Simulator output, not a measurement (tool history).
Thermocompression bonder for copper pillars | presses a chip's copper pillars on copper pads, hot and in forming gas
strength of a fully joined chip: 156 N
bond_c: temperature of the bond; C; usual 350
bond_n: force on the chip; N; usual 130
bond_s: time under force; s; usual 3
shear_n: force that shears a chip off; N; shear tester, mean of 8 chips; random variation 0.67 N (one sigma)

run	hour	bond_c	bond_n	bond_s	shear_n
1	0	350	130	3	72.5
2	10.2	330	130	3	63.4
3	18.9	330	130	3	62.3
4	25.6	330	130	3	63
5	30.2	330	130	3	61.8
6	36.8	330	130	3	63
# hour 39.7: forming gas filter changed
7	44.2	350	130	3	76.3
8	53.3	350	130	3	76.1
# hour 55.7: heater calibrated with a thermocouple chip
9	61.1	343	130	4	82.4
10	69.6	343	130	4	81
11	74.3	329	130	4	73.8
12	82.1	329	130	4	74.2
13	87.6	323	134	4	72.3
# hour 94.1: heater calibrated with a thermocouple chip, once more
14	96.3	348	136	3	75.8

Forecast run 15:
15	102.1	348	136	3	?

{"run 15": {"shear_n": 75.6}}
Without the tool's hidden state the same run would have given shear_n 77.4 N.
